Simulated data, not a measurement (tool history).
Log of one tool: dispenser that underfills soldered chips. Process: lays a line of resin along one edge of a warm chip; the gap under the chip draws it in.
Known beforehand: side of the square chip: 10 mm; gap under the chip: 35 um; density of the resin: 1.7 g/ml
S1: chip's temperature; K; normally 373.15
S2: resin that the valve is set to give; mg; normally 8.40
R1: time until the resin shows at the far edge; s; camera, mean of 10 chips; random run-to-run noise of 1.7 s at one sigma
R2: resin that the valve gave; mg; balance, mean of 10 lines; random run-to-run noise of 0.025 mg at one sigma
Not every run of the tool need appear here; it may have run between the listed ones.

run,hour,S1,S2,R1,R2
1,0.0,373.15,8.40,196.4,7.92
2,4.3,373.15,8.40,220.9,7.86
# hour 6.2: new syringe of resin
3,8.5,373.15,8.40,177.0,7.89
4,15.8,373.15,8.40,212.5,7.85
# hour 18.7: new syringe of resin
# hour 23.2: dispensing valve cleaned and set on the balance
5,23.2,373.15,8.40,183.8,8.39
6,27.1,383.15,8.40,145.9,8.39
7,30.8,383.15,8.40,158.5,8.36
# hour 32.3: new syringe of resin
8,37.7,383.15,8.40,136.7,8.27
9,43.4,387.15,7.10,146.9,6.99
# hour 44.8: new syringe of resin
10,50.8,387.15,7.10,130.8,7.00
# hour 57.7: new syringe of resin
11,58.7,387.15,7.10,117.3,6.95
12,63.8,365.15,7.14,268.3,7.00
13,67.7,360.15,9.27,329.7,9.09
# hour 70.5: new syringe of resin
14,74.6,360.15,9.45,288.4,9.20
15,81.4,359.15,9.45,345.2,9.15

For each run, the measured value with the value that run would have given without the tool's hidden condition subtracted. The run-to-run variation is shared by both, the gauge scatter possibly not:
What the log doesn't record here: resin's viscosity, % of fresh resin's; dose that the valve gives, % of what is set; true chip temperature over the reading, C; drift of the gauge itself on fill_s, %; drift of the gauge itself on given_mg, %.
run,R1,R2
1,+30.8,-0.49
2,+53.3,-0.50
3,+11.3,-0.52
4,+45.8,-0.55
5,+16.7,-0.02
6,+25.5,-0.04
7,+38.9,-0.05
8,+15.8,-0.08
9,+33.7,-0.09
10,+18.2,-0.11
11,+4.0,-0.13
12,+39.6,-0.14
13,+72.6,-0.21
14,+28.1,-0.24
15,+80.7,-0.27

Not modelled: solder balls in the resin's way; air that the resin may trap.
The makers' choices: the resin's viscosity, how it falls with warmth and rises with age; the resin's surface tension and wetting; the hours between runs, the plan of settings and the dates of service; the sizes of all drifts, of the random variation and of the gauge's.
